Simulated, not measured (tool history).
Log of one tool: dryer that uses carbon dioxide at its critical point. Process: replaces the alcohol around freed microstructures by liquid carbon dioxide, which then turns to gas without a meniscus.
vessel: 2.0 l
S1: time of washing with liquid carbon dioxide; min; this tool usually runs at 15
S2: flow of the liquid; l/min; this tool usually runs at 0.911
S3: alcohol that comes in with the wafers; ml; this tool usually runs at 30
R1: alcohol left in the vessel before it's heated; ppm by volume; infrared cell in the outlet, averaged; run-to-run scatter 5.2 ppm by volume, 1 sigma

run   hour  S1     S2   S3    R1
  1    0.0  15  0.911   30   157
  2   11.9  15  0.911   31   174
  3   26.9  15  0.911   30   170
  4   39.0  15  0.911   30   167
  5   49.2  15  0.911   30   177
  6   64.0  15  1.041   30   108
  7   80.1  15  0.911   30   170
  8   90.5  15  0.911  107   463
  9  101.0  15  0.866   30   208
 10  116.6  15  0.866   30   210
 11  128.2  15  0.866   30   217
 12  143.5  15  0.866   30   216
 13  157.8  15  0.911   30   185
 14  166.2  15  0.911   30   182
 15  178.2  13  1.264  113   243
 16  191.7  13  0.559   22   899
 17  206.0  11  0.559   30  1760
 18  219.1  11  0.559   30  1774
 19  230.2  11  1.326   26   152
 20  244.2  19  0.944   34   111
 21  253.9  19  0.944   34   117
 22  262.0  11  0.911   64   999
 23  276.5  16  0.869   31   210
 24  288.1  11  0.755   30   911
 25  300.3  20  0.762   50   201
 26  311.1  15  1.280   31   102
 27  324.4  15  1.280   95   150
 28  336.8  17  1.500   77   101

Below are 3 alternative next runs, each starting from the tool's condition after run 28. Predict each:
  A  351.9  11  0.965  72   ?
  B  351.9  17  1.399  94   ?
  C  351.9  17  1.546  71   ?

run   R1
  A  959
  B   97
  C   93
Take away the tool's hidden state, keep each run's random variation, and the runs would have read:
run   R1
  A  684
  B    4
  C    3
